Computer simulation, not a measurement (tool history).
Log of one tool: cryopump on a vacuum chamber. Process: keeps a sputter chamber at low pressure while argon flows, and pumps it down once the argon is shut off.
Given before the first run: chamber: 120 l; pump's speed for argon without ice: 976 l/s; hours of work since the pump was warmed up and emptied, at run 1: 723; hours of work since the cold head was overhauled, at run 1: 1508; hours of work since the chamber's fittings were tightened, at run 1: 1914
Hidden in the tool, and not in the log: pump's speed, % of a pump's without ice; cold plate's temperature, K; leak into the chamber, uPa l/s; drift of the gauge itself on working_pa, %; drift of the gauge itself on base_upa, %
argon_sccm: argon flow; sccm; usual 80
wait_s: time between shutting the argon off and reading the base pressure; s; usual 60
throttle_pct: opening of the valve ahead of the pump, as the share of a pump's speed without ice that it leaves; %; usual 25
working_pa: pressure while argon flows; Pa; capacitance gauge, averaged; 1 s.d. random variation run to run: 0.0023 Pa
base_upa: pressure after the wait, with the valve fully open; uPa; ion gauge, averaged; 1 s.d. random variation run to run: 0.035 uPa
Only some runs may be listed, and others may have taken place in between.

run,hour,argon_sccm,wait_s,throttle_pct,hours of work since the pump was warmed up and emptied,hours of work since the cold head was overhauled,hours of work since the chamber's fittings were tightened,working_pa,base_upa
1,0,80,60,25,723,1508,1914,0.6184,4.53
# hour 53.5: pump warmed up, emptied and cooled again
2,101.5,80,32,25,30,1568,1974,0.5516,5.14
3,193,39,60,25,87,1625,2031,0.2756,3.84
4,248.6,39,60,25,121,1659,2066,0.2754,3.85
5,320.9,80,60,57,166,1704,2111,0.2561,3.88
6,418.7,80,60,57,227,1765,2172,0.2583,4.13
7,485.6,80,60,57,269,1807,2213,0.263,4.2
8,524.9,80,60,18,294,1831,2238,0.7891,4.2
9,599.1,80,60,18,340,1878,2284,0.7949,4.41
10,692.5,80,60,18,398,1936,2342,0.8021,4.39
11,741,80,60,25,428,1966,2373,0.5838,4.57
12,781.3,50,60,25,453,1991,2398,0.3651,4.7
13,863.7,50,60,25,505,2042,2449,0.372,4.94
14,938,80,60,44,551,2089,2495,0.3592,4.96
15,1006.8,80,60,25,594,2132,2538,0.6016,4.97
16,1070.8,140,60,25,633,2171,2578,1.0616,4.99
17,1157.1,140,60,25,687,2225,2632,1.0688,5.45
18,1208.9,77,60,39,720,2257,2664,0.4011,5.43
# hour 1271.7: pump warmed up, emptied and cooled again
19,1307.2,40,60,49,22,2315,2722,0.143,4.39
20,1393.2,40,22,49,76,2369,2776,0.1443,7.47
# hour 1417.9: leaking fittings of the chamber tightened, without venting
21,1477,40,22,49,127,2420,37,0.1474,4.91
22,1554.8,40,22,49,175,2468,85,0.1486,4.95
23,1647.2,40,22,49,233,2526,143,0.1497,4.99
24,1694.6,40,22,49,262,2555,172,0.1504,5.03
25,1743,40,22,49,292,2586,202,0.1516,5.08
26,1797.5,138,57,36,326,2620,236,0.7005,2.45
27,1850.6,138,57,36,359,2653,269,0.7118,2.43
28,1921.4,80,60,34,403,2697,314,0.439,2.4
29,1984.7,80,60,34,443,2736,353,0.441,2.5
30,2067.2,80,60,34,494,2787,404,0.4489,2.55
31,2119.1,80,60,34,526,2820,437,0.4483,2.57
32,2184.3,80,60,34,567,2860,477,0.4522,2.65
33,2227.1,80,166,27,594,2887,504,0.5612,1.61

How the hidden state differs across the entries between the runs, from the last listed run before each to the first after it:
After run 1, before run 2: pump warmed up, emptied and cooled again (hour 53.5)
  pump's speed, % of a pump's without ice: 70 -> 98.4; cold plate's temperature, K: 12.42 -> 12.43; leak into the chamber, uPa l/s: 1956 -> 2007
  the result without the hidden state subtracted from the measured one, working_pa: +0.0611 -> +0.0034 Pa; base_upa: +2.59 -> +1.78 uPa
After run 18, before run 19: pump warmed up, emptied and cooled again (hour 1271.7)
  pump's speed, % of a pump's without ice: 70.4 -> 98.7; cold plate's temperature, K: 12.57 -> 12.58; leak into the chamber, uPa l/s: 2584 -> 2631
  the result without the hidden state subtracted from the measured one, working_pa: +0.0583 -> +0.0017 Pa; base_upa: +3.49 -> +2.44 uPa
After run 20, before run 21: leaking fittings of the chamber tightened, without venting (hour 1417.9)
  pump's speed, % of a pump's without ice: 96.7 -> 94.5; cold plate's temperature, K: 12.59 -> 12.61; leak into the chamber, uPa l/s: 2676 -> 384
  the result without the hidden state subtracted from the measured one, working_pa: +0.0032 -> +0.0049 Pa; base_upa: +2.6 -> +0.12 uPa
